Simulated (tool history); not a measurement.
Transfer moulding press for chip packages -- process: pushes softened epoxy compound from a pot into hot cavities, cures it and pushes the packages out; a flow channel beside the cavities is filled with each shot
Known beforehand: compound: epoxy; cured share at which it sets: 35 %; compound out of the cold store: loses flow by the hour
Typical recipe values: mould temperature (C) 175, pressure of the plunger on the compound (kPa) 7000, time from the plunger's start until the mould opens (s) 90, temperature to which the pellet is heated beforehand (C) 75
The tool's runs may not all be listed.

| run | hour | mould temperature (C) | pressure of the plunger on the compound (kPa) | time from the plunger's start until the mould opens (s) | temperature to which the pellet is heated beforehand (C) | incoming compound's hours out of the cold store | length that the compound runs in the flow channel (mm) | greatest force on the pins that push the packages out (N) |
|---|---|---|---|---|---|---|---|---|
| 1 | 0.0 | 175 | 7000 | 90 | 75 | 39.4 | 800 | 750 |
| 2 | 11.4 | 175 | 7000 | 90 | 75 | 39.8 | 802 | 917 |
| 3 | 23.3 | 175 | 7590 | 90 | 75 | 24.9 | 901 | 1116 |
| 4 | 32.4 | 175 | 7590 | 90 | 75 | 20.6 | 914 | 1197 |
| 5 | 48.7 | 175 | 7590 | 90 | 75 | 8.9 | 981 | 1308 |
|  | 53.9 | cavities cleaned with cleaning compound and waxed |
| 6 | 68.1 | 175 | 8220 | 90 | 75 | 15.7 | 989 | 961 |
| 7 | 78.6 | 175 | 8220 | 90 | 75 | 25.9 | 927 | 1047 |
| 8 | 87.3 | 169 | 7000 | 90 | 75 | 14.2 | 935 | 1776 |
| 9 | 98.8 | 169 | 7000 | 90 | 75 | 41.8 | 816 | 1643 |
| 10 | 109.7 | 169 | 7000 | 90 | 75 | 17.6 | 908 | 1973 |
|  | 112.9 | cavities cleaned with cleaning compound and waxed |
| 11 | 126.0 | 169 | 7000 | 90 | 75 | 26.3 | 861 | 1433 |
| 12 | 135.6 | 175 | 7000 | 90 | 84 | 43.3 | 759 | 957 |
| 13 | 154.5 | 175 | 7000 | 101 | 75 | 36.6 | 787 | 861 |
| 14 | 166.3 | 175 | 7000 | 101 | 75 | 9.6 | 921 | 992 |
|  | 172.2 | cavities cleaned with cleaning compound and waxed |
| 15 | 176.5 | 175 | 5460 | 117 | 73 | 31.1 | 711 | 495 |
| 16 | 192.1 | 175 | 5460 | 117 | 73 | 24.6 | 743 | 638 |
| 17 | 202.3 | 175 | 6790 | 107 | 75 | 23.4 | 825 | 785 |
| 18 | 215.5 | 175 | 7000 | 90 | 75 | 33.6 | 798 | 1187 |
| 19 | 223.8 | 175 | 7960 | 104 | 75 | 11.2 | 949 | 942 |
|  | 231.8 | cavities cleaned with cleaning compound and waxed |
| 20 | 241.8 | 175 | 5530 | 104 | 70 | 42.8 | 677 | 653 |
|  | 260.0 | mould's thermocouples calibrated |
| 21 | 260.4 | 175 | 7000 | 107 | 75 | 42.0 | 757 | 703 |
| 22 | 273.0 | 175 | 7000 | 90 | 83 | 26.2 | 808 | 1068 |
| 23 | 283.0 | 175 | 7000 | 90 | 83 | 24.3 | 821 | 1120 |
|  | 293.8 | cavities cleaned with cleaning compound and waxed |
| 24 | 304.5 | 175 | 7000 | 85 | 75 | 20.8 | 829 | 977 |
| 25 | 313.7 | 175 | 7000 | 90 | 78 | 20.5 | 830 | 912 |
| 26 | 331.5 | 174 | 5350 | 73 | 73 | 8.9 | 775 | 2187 |
|  | 336.7 | plunger's sealing rings changed |
| 27 | 351.7 | 174 | 5350 | 94 | 73 | 35.9 | 729 | 1106 |
|  | 355.5 | cavities cleaned with cleaning compound and waxed |
| 28 | 362.8 | 175 | 7000 | 90 | 81 | 34.4 | 828 | 750 |

What if the next run were any one of these 3? Each begins from the tool's condition after run 28:
| A | 371.6 | 179 | 6710 | 90 | 75 | 37.3 | ? | ? |
| B | 371.6 | 175 | 7000 | 77 | 81 | 21.1 | ? | ? |
| C | 371.6 | 175 | 7000 | 90 | 66 | 11.2 | ? | ? |

| run | length that the compound runs in the flow channel (mm) | greatest force on the pins that push the packages out (N) |
|---|---|---|
| A | 783 | 703 |
| B | 884 | 1367 |
| C | 954 | 982 |
Stripped of hidden state, with their random variation kept, the same runs would have yielded:
| run | length that the compound runs in the flow channel (mm) | greatest force on the pins that push the packages out (N) |
|---|---|---|
| A | 790 | 502 |
| B | 892 | 978 |
| C | 963 | 701 |
